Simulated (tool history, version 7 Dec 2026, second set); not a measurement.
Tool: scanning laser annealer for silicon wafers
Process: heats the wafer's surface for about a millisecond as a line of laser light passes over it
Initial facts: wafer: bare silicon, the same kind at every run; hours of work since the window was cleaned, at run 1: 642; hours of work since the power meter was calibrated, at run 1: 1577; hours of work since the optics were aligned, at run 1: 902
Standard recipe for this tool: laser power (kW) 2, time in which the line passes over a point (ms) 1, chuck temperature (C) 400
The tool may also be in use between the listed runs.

run    hour  laser power (kW)  time in which the line passes over a point (ms)  chuck temperature (C)  hours of work since the window was cleaned  hours of work since the power meter was calibrated  hours of work since the optics were aligned  highest temperature of the surface (C)
  1       0                 2                                                1                    400                                         642                                                1577                                          902                                    1191
  2    54.9                 2                                                1                    400                                         672                                                1607                                          932                                    1195
  3     102                 2                                                1                    400                                         697                                                1632                                          957                                    1189
  4   179.4                 2                                                1                    440                                         739                                                1674                                          999                                    1232
  5   224.1                 2                                                1                    400                                         763                                                1698                                         1023                                    1191
  6   282.6                 2                                                1                    400                                         794                                                1729                                         1054                                    1186
  7   324.1                 2                                             1.06                    400                                         817                                                1751                                         1077                                    1208
  8     378                 2                                             1.06                    400                                         846                                                1780                                         1106                                    1209
  9   448.2                 2                                             1.06                    400                                         884                                                1818                                         1143                                    1205
      489.9  -- window over the wafer cleaned
 10   537.3             2.039                                             0.99                    386                                          25                                                1865                                         1190                                    1207
 11   592.7                 2                                             0.71                    400                                          55                                                1895                                         1220                                    1091
 12   645.3                 2                                             0.96                    400                                          84                                                1923                                         1248                                    1197
 13   725.3             1.819                                             1.22                    400                                         127                                                1966                                         1291                                    1205
 14   812.7             1.819                                             1.22                    400                                         174                                                2013                                         1338                                    1201
 15   898.4             1.819                                             1.22                    400                                         220                                                2059                                         1384                                    1201
 16   978.7             1.973                                             0.82                    400                                         263                                                2103                                         1428                                    1116
 17  1036.2             1.973                                             0.82                    400                                         294                                                2134                                         1459                                    1121
 18    1094             1.973                                             0.82                    400                                         325                                                2165                                         1490                                    1118

For each run, the measured value with the value that run would have given without the tool's hidden condition subtracted. The run-to-run variation is shared by both, the gauge scatter possibly not:
The tool's hidden condition here consists of: light that passes the window, % of a clean one's; laser's true power over the reading, %; width of the line over the set one, %; drift of the gauge itself on peak_c, C.
run  highest temperature of the surface (C)
  1                                     -24
  2                                     -25
  3                                     -26
  4                                     -28
  5                                     -29
  6                                     -29
  7                                     -32
  8                                     -33
  9                                     -34
 10                                      -7
 11                                      -7
 12                                      -9
 13                                     -10
 14                                     -12
 15                                     -14
 16                                     -15
 17                                     -16
 18                                     -17
